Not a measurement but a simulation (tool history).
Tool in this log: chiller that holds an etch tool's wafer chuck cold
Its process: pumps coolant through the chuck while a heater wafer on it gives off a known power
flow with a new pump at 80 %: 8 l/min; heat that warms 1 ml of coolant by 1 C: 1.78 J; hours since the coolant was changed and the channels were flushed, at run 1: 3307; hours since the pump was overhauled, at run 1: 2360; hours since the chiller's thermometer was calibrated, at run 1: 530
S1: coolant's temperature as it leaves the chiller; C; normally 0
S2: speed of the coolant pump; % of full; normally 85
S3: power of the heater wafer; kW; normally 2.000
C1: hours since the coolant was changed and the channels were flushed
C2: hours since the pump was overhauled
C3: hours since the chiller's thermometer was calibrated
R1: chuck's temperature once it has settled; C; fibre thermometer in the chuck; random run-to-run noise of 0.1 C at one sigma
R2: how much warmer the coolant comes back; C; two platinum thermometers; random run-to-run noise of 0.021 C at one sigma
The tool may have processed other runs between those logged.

run 1 hour=0.0 | S1=0 S2=85 S3=2.000 | C1=3307 C2=2360 C3=530 | R1=15.0 R2=7.94
run 2 hour=80.1 | S1=0 S2=85 S3=2.000 | C1=3387 C2=2440 C3=610 | R1=14.9 R2=7.92
run 3 hour=112.8 | S1=0 S2=85 S3=2.000 | C1=3420 C2=2473 C3=642 | R1=15.0 R2=7.94
run 4 hour=178.2 | S1=0 S2=85 S3=2.000 | C1=3485 C2=2538 C3=708 | R1=15.0 R2=7.97
run 5 hour=230.9 | S1=0 S2=85 S3=2.000 | C1=3538 C2=2591 C3=761 | R1=15.0 R2=7.95
run 6 hour=274.3 | S1=-2 S2=85 S3=2.000 | C1=3581 C2=2634 C3=804 | R1=13.0 R2=7.98
run 7 hour=348.8 | S1=0 S2=85 S3=1.375 | C1=3656 C2=2709 C3=878 | R1=10.2 R2=5.46
run 8 hour=412.6 | S1=0 S2=85 S3=1.375 | C1=3720 C2=2773 C3=942 | R1=10.2 R2=5.52
run 9 hour=467.1 | S1=0 S2=85 S3=1.375 | C1=3774 C2=2827 C3=997 | R1=10.2 R2=5.54
run 10 hour=512.8 | S1=0 S2=85 S3=1.375 | C1=3820 C2=2873 C3=1042 | R1=10.1 R2=5.48
run 11 hour=589.5 | S1=0 S2=85 S3=1.375 | C1=3897 C2=2950 C3=1119 | R1=10.5 R2=5.50
run 12 hour=622.9 | S1=0 S2=85 S3=1.375 | C1=3930 C2=2983 C3=1153 | R1=10.4 R2=5.53
-- hour=636.0 coolant changed, channels flushed
run 13 hour=677.9 | S1=0 S2=85 S3=1.375 | C1=42 C2=3032 C3=1201 | R1=10.3 R2=5.56
run 14 hour=758.3 | S1=0 S2=85 S3=1.375 | C1=122 C2=3112 C3=1282 | R1=10.3 R2=5.59
run 15 hour=791.2 | S1=0 S2=85 S3=2.000 | C1=155 C2=3145 C3=1315 | R1=15.1 R2=8.03
run 16 hour=859.2 | S1=0 S2=85 S3=2.000 | C1=223 C2=3213 C3=1383 | R1=14.9 R2=8.05
run 17 hour=926.5 | S1=0 S2=85 S3=2.000 | C1=291 C2=3281 C3=1450 | R1=15.1 R2=8.04
run 18 hour=992.2 | S1=1 S2=71 S3=1.869 | C1=356 C2=3346 C3=1516 | R1=17.3 R2=9.06
run 19 hour=1067.9 | S1=1 S2=71 S3=1.869 | C1=432 C2=3422 C3=1591 | R1=17.3 R2=9.06
run 20 hour=1139.9 | S1=8 S2=85 S3=1.244 | C1=504 C2=3494 C3=1664 | R1=17.5 R2=5.09
run 21 hour=1175.9 | S1=3 S2=85 S3=2.000 | C1=540 C2=3530 C3=1700 | R1=17.9 R2=8.08
run 22 hour=1215.7 | S1=3 S2=70 S3=1.638 | C1=580 C2=3570 C3=1739 | R1=17.4 R2=8.09
run 23 hour=1291.5 | S1=0 S2=98 S3=1.456 | C1=656 C2=3646 C3=1815 | R1=9.8 R2=5.14
run 24 hour=1348.9 | S1=-4 S2=85 S3=1.816 | C1=713 C2=3703 C3=1872 | R1=9.6 R2=7.40
run 25 hour=1415.0 | S1=-4 S2=85 S3=1.816 | C1=779 C2=3769 C3=1939 | R1=9.4 R2=7.39
run 26 hour=1495.6 | S1=-5 S2=93 S3=1.386 | C1=860 C2=3850 C3=2019 | R1=4.7 R2=5.22
run 27 hour=1573.9 | S1=-5 S2=85 S3=2.000 | C1=938 C2=3928 C3=2098 | R1=10.2 R2=8.14
run 28 hour=1634.1 | S1=-5 S2=85 S3=2.000 | C1=998 C2=3988 C3=2158 | R1=9.9 R2=8.10
run 29 hour=1673.9 | S1=-5 S2=85 S3=2.000 | C1=1038 C2=4028 C3=2197 | R1=10.2 R2=8.18
run 30 hour=1711.0 | S1=0 S2=79 S3=2.000 | C1=1075 C2=4065 C3=2235 | R1=16.0 R2=8.78
run 31 hour=1781.6 | S1=-7 S2=78 S3=2.000 | C1=1146 C2=4136 C3=2305 | R1=9.3 R2=8.93
run 32 hour=1839.4 | S1=-7 S2=93 S3=2.000 | C1=1203 C2=4193 C3=2363 | R1=7.2 R2=7.47

Each row is a separate what-if for the run after 32, all from the same tool condition, not one after another. Results?
run A hour=1903.4 | S1=-6 S2=72 S3=1.581 | C1=1267 C2=4257 C3=2427 | R1=? R2=?
run B hour=1903.4 | S1=7 S2=93 S3=1.666 | C1=1267 C2=4257 C3=2427 | R1=? R2=?
run C hour=1903.4 | S1=9 S2=76 S3=1.887 | C1=1267 C2=4257 C3=2427 | R1=? R2=?
run D hour=1903.4 | S1=8 S2=61 S3=2.005 | C1=1267 C2=4257 C3=2427 | R1=? R2=?

run=A R1=7.5 R2=7.65
run=B R1=18.7 R2=6.30
run=C R1=24.5 R2=8.66
run=D R1=27.7 R2=11.48
Take away the tool's hidden state, keep each run's random variation, and the runs would have read:
run=A R1=7.5 R2=7.39
run=B R1=18.6 R2=6.04
run=C R1=24.5 R2=8.40
run=D R1=27.7 R2=11.21
